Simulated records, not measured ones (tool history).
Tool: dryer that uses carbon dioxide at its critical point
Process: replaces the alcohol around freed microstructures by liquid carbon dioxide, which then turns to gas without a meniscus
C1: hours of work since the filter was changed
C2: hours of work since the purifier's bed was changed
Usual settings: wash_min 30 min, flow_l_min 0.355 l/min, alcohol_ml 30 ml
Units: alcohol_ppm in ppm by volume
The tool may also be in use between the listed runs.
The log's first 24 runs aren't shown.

Run 25, day 26.596: usual settings but wash_min 27 min, flow_l_min 0.423 l/min, alcohol_ml 84 ml; C1 62; C2 566. Result: alcohol_ppm 469 ppm by volume.
Run 26, day 27.775: usual settings but wash_min 20 min, flow_l_min 0.228 l/min, alcohol_ml 85 ml; C1 73; C2 578. Result: alcohol_ppm 6751 ppm by volume.
Run 27, day 29.079: usual settings but wash_min 31 min, flow_l_min 0.602 l/min; C1 86; C2 591. Result: alcohol_ppm 114 ppm by volume.
Run 28, day 29.729: usual settings but wash_min 31 min, flow_l_min 0.602 l/min; C1 93; C2 597. Result: alcohol_ppm 106 ppm by volume.
Run 29, day 30.642: usual settings but wash_min 31 min, flow_l_min 0.602 l/min, alcohol_ml 40 ml; C1 102; C2 607. Result: alcohol_ppm 116 ppm by volume.
Run 30, day 31.788: usual settings but wash_min 31 min, flow_l_min 0.602 l/min, alcohol_ml 21 ml; C1 114; C2 618. Result: alcohol_ppm 106 ppm by volume.
Run 31, day 32.450: usual settings but flow_l_min 0.410 l/min; C1 120; C2 625. Result: alcohol_ppm 210 ppm by volume.
Run 32, day 33.462: usual settings but flow_l_min 0.410 l/min; C1 131; C2 635. Result: alcohol_ppm 213 ppm by volume.
Run 33, day 34.962: usual settings but flow_l_min 0.243 l/min; C1 146; C2 650. Result: alcohol_ppm 985 ppm by volume.
Run 34, day 35.967: usual settings but flow_l_min 0.243 l/min; C1 156; C2 660. Result: alcohol_ppm 1005 ppm by volume.
At day 36.996: purifier's bed changed.
Run 35, day 37.646: usual settings but flow_l_min 0.243 l/min; C1 171; C2 7. Result: alcohol_ppm 914 ppm by volume.
Run 36, day 38.467: usual settings but wash_min 34 min, flow_l_min 0.368 l/min, alcohol_ml 46 ml; C1 180; C2 15. Result: alcohol_ppm 191 ppm by volume.
Run 37, day 39.838: usual settings but wash_min 44 min, flow_l_min 0.507 l/min, alcohol_ml 75 ml; C1 193; C2 29. Result: alcohol_ppm 16 ppm by volume.
Run 38, day 40.858: usual settings but wash_min 44 min, flow_l_min 0.507 l/min, alcohol_ml 75 ml; C1 204; C2 39. Result: alcohol_ppm 18 ppm by volume.
Run 39, day 41.679: usual settings but wash_min 44 min, flow_l_min 0.507 l/min, alcohol_ml 75 ml; C1 212; C2 47. Result: alcohol_ppm 20 ppm by volume.
Run 40, day 42.588: usual settings but wash_min 37 min, flow_l_min 0.296 l/min, alcohol_ml 47 ml; C1 221; C2 56. Result: alcohol_ppm 380 ppm by volume.
At day 43.508: inlet filter changed.
Run 41, day 43.596: usual settings but wash_min 37 min, flow_l_min 0.296 l/min, alcohol_ml 47 ml; C1 1; C2 66. Result: alcohol_ppm 248 ppm by volume.
Run 42, day 44.517: usual settings but wash_min 20 min, flow_l_min 0.568 l/min, alcohol_ml 77 ml; C1 10; C2 75. Result: alcohol_ppm 289 ppm by volume.
Run 43, day 46.029: usual settings but wash_min 20 min, flow_l_min 0.568 l/min, alcohol_ml 77 ml; C1 25; C2 90. Result: alcohol_ppm 303 ppm by volume.
Run 44, day 47.425: usual settings but wash_min 47 min, flow_l_min 0.350 l/min, alcohol_ml 105 ml; C1 39; C2 104. Result: alcohol_ppm 70 ppm by volume.
Run 45, day 48.333: usual settings but wash_min 22 min, flow_l_min 0.524 l/min, alcohol_ml 105 ml; C1 49; C2 114. Result: alcohol_ppm 411 ppm by volume.
Run 46, day 49.221: usual settings but wash_min 47 min, flow_l_min 0.463 l/min, alcohol_ml 105 ml; C1 57; C2 122. Result: alcohol_ppm 25 ppm by volume.
Run 47, day 49.996: usual settings but wash_min 25 min, flow_l_min 0.583 l/min, alcohol_ml 101 ml; C1 65; C2 130. Result: alcohol_ppm 132 ppm by volume.

Forecast each of these 4 alternatives for the next run:
Run A, day 51.346: usual settings but wash_min 20 min, flow_l_min 0.426 l/min, alcohol_ml 54 ml; C1 79; C2 144. Result: alcohol_ppm ?.
Run B, day 51.346: usual settings but wash_min 31 min, flow_l_min 0.420 l/min, alcohol_ml 36 ml; C1 79; C2 144. Result: alcohol_ppm ?.
Run C, day 51.346: usual settings but wash_min 33 min, flow_l_min 0.313 l/min, alcohol_ml 23 ml; C1 79; C2 144. Result: alcohol_ppm ?.
Run D, day 51.346: usual settings but flow_l_min 0.583 l/min, alcohol_ml 101 ml; C1 79; C2 144. Result: alcohol_ppm ?.

run  alcohol_ppm
  A          819
  B          104
  C          209
  D           57
Without the tool's hidden state the same runs would have given:
run  alcohol_ppm
  A          687
  B           63
  C          157
  D           23
